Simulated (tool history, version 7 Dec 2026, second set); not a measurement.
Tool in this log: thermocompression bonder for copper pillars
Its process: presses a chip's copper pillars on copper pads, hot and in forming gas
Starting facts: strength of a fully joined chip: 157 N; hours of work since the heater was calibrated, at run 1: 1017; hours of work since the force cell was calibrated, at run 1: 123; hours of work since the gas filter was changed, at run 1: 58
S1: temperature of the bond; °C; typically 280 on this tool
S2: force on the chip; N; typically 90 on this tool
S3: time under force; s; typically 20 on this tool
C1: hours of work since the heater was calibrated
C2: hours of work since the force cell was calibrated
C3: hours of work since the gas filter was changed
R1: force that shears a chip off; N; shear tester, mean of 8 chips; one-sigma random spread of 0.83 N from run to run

{"run": 1, "day": 0.0, "S1": 280, "S2": 90, "S3": 20, "C1": 1017, "C2": 123, "C3": 58, "R1": 81.3}
{"run": 2, "day": 0.333, "S1": 280, "S2": 90, "S3": 20, "C1": 1022, "C2": 128, "C3": 64, "R1": 80.2}
{"run": 3, "day": 0.604, "S1": 280, "S2": 90, "S3": 20, "C1": 1027, "C2": 133, "C3": 68, "R1": 80.1}
{"run": 4, "day": 1.188, "S1": 280, "S2": 90, "S3": 20, "C1": 1036, "C2": 142, "C3": 77, "R1": 80.1}
{"run": 5, "day": 1.508, "S1": 280, "S2": 90, "S3": 51, "C1": 1041, "C2": 147, "C3": 82, "R1": 102.4}
{"run": 6, "day": 1.85, "S1": 280, "S2": 90, "S3": 51, "C1": 1047, "C2": 153, "C3": 88, "R1": 106.1}
{"run": 7, "day": 2.35, "S1": 280, "S2": 90, "S3": 51, "C1": 1055, "C2": 161, "C3": 96, "R1": 105.7}
{"run": 8, "day": 2.675, "S1": 280, "S2": 90, "S3": 51, "C1": 1060, "C2": 166, "C3": 101, "R1": 105.9}
{"run": 9, "day": 2.942, "S1": 280, "S2": 90, "S3": 20, "C1": 1064, "C2": 170, "C3": 105, "R1": 80.6}
{"run": 10, "day": 3.183, "S1": 298, "S2": 85, "S3": 27, "C1": 1068, "C2": 174, "C3": 109, "R1": 102.8}
{"run": 11, "day": 3.746, "S1": 280, "S2": 77, "S3": 20, "C1": 1077, "C2": 183, "C3": 118, "R1": 67.5}
{"day": 3.996, "done": "heater calibrated with a thermocouple chip"}
{"run": 12, "day": 4.292, "S1": 276, "S2": 127, "S3": 33, "C1": 5, "C2": 190, "C3": 126, "R1": 119.7}
{"run": 13, "day": 4.662, "S1": 276, "S2": 127, "S3": 33, "C1": 11, "C2": 196, "C3": 131, "R1": 122.3}
{"run": 14, "day": 5.225, "S1": 276, "S2": 127, "S3": 30, "C1": 20, "C2": 205, "C3": 140, "R1": 120}
{"run": 15, "day": 5.492, "S1": 282, "S2": 90, "S3": 20, "C1": 24, "C2": 210, "C3": 145, "R1": 87.8}
{"run": 16, "day": 5.846, "S1": 282, "S2": 90, "S3": 20, "C1": 30, "C2": 215, "C3": 150, "R1": 87.2}
{"run": 17, "day": 6.129, "S1": 255, "S2": 75, "S3": 20, "C1": 34, "C2": 220, "C3": 155, "R1": 48.1}
{"run": 18, "day": 6.425, "S1": 255, "S2": 75, "S3": 20, "C1": 39, "C2": 224, "C3": 160, "R1": 47.8}

Consider 3 possible next runs. They are alternatives, not a sequence: every one starts from the tool as it was left by run 18. What does each give?
{"run": "A", "day": 6.738, "S1": 289, "S2": 96, "S3": 30, "C1": 44, "C2": 229, "C3": 165, "R1": "?"}
{"run": "B", "day": 6.738, "S1": 252, "S2": 75, "S3": 20, "C1": 44, "C2": 229, "C3": 165, "R1": "?"}
{"run": "C", "day": 6.738, "S1": 298, "S2": 75, "S3": 19, "C1": 44, "C2": 229, "C3": 165, "R1": "?"}

run=A R1=109.9
run=B R1=45.8
run=C R1=85
Without the tool's unlogged condition, the same runs would have read:
run=A R1=112.5
run=B R1=46.7
run=C R1=87.1
